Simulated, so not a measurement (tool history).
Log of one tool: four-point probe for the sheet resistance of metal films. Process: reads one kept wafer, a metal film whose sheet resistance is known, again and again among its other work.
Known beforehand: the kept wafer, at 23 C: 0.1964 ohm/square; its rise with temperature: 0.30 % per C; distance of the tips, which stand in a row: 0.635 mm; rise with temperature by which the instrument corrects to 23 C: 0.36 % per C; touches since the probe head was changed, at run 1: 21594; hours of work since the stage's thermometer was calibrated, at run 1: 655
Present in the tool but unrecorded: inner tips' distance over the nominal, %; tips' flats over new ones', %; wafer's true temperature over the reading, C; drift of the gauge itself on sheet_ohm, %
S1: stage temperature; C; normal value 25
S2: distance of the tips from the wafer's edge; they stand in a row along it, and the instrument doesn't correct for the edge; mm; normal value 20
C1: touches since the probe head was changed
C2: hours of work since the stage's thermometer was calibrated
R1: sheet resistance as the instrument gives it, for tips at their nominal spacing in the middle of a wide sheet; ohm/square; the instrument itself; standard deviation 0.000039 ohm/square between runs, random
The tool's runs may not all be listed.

| run | hour | S1 | S2 | C1 | C2 | R1 |
|---|---|---|---|---|---|---|
| 1 | 0 | 25 | 20 | 21594 | 655 | 0.196649 |
| 2 | 16 | 25 | 20 | 22218 | 667 | 0.196673 |
| 3 | 34.7 | 25 | 62 | 22949 | 680 | 0.196513 |
| 4 | 54.1 | 25 | 62 | 23707 | 694 | 0.196525 |
| 5 | 72.3 | 25 | 29 | 24419 | 708 | 0.196576 |
| 6 | 95.3 | 25 | 29 | 25317 | 724 | 0.196578 |
| 7 | 126.8 | 25 | 29 | 26547 | 747 | 0.196566 |
| 8 | 154.6 | 25 | 20 | 27632 | 767 | 0.196655 |
| 9 | 180 | 25 | 20 | 28624 | 786 | 0.196572 |
| 10 | 195.6 | 25 | 20 | 29232 | 797 | 0.196538 |
| 11 | 213.5 | 25 | 20 | 29934 | 810 | 0.196522 |
| 12 | 230.7 | 25 | 20 | 30605 | 823 | 0.19656 |
| 13 | 262.2 | 25 | 20 | 31836 | 845 | 0.19658 |
| 14 | 287.7 | 25 | 20 | 32828 | 864 | 0.196554 |
| 15 | 301.9 | 25 | 20 | 33383 | 874 | 0.19658 |
| 16 | 333.8 | 25 | 20 | 34630 | 897 | 0.19654 |
| 17 | 362.1 | 25 | 20 | 35736 | 918 | 0.196499 |
| 18 | 381 | 25 | 20 | 36474 | 932 | 0.19656 |
|  | 384.2 | stage's thermometer calibrated |
| 19 | 397.6 | 25 | 20 | 37103 | 10 | 0.196548 |
| 20 | 423.8 | 26 | 29 | 38126 | 29 | 0.196357 |
| 21 | 437.1 | 31 | 66 | 38642 | 38 | 0.195804 |
| 22 | 466.9 | 27 | 20 | 39807 | 60 | 0.196261 |
| 23 | 487.1 | 26 | 20 | 40597 | 75 | 0.196393 |
| 24 | 502 | 26 | 7 | 41177 | 85 | 0.197235 |
|  | 504.2 | stage's thermometer calibrated, once more |
| 25 | 532.8 | 32 | 46 | 42363 | 21 | 0.195575 |
| 26 | 563.3 | 26 | 72 | 43553 | 43 | 0.196221 |
| 27 | 594.7 | 21 | 28 | 44778 | 66 | 0.196748 |
| 28 | 621.6 | 29 | 19 | 45831 | 85 | 0.196003 |
| 29 | 637 | 18 | 20 | 46433 | 96 | 0.197185 |
| 30 | 664.7 | 26 | 20 | 47515 | 116 | 0.196311 |
| 31 | 687 | 26 | 20 | 48383 | 133 | 0.196291 |
| 32 | 714.7 | 22 | 26 | 49465 | 153 | 0.196593 |
| 33 | 729.1 | 30 | 23 | 50027 | 163 | 0.195792 |
| 34 | 756.4 | 28 | 17 | 51095 | 183 | 0.196073 |
| 35 | 784.1 | 32 | 28 | 52175 | 203 | 0.195546 |

Estimate the outcome of run 36 from the log above:
| 36 | 813.9 | 24 | 65 | 53340 | 225 | ? |

{"run 36": {"R1": 0.196327}}
With no hidden state in the tool, this same run would have given R1 0.196249 ohm/square.
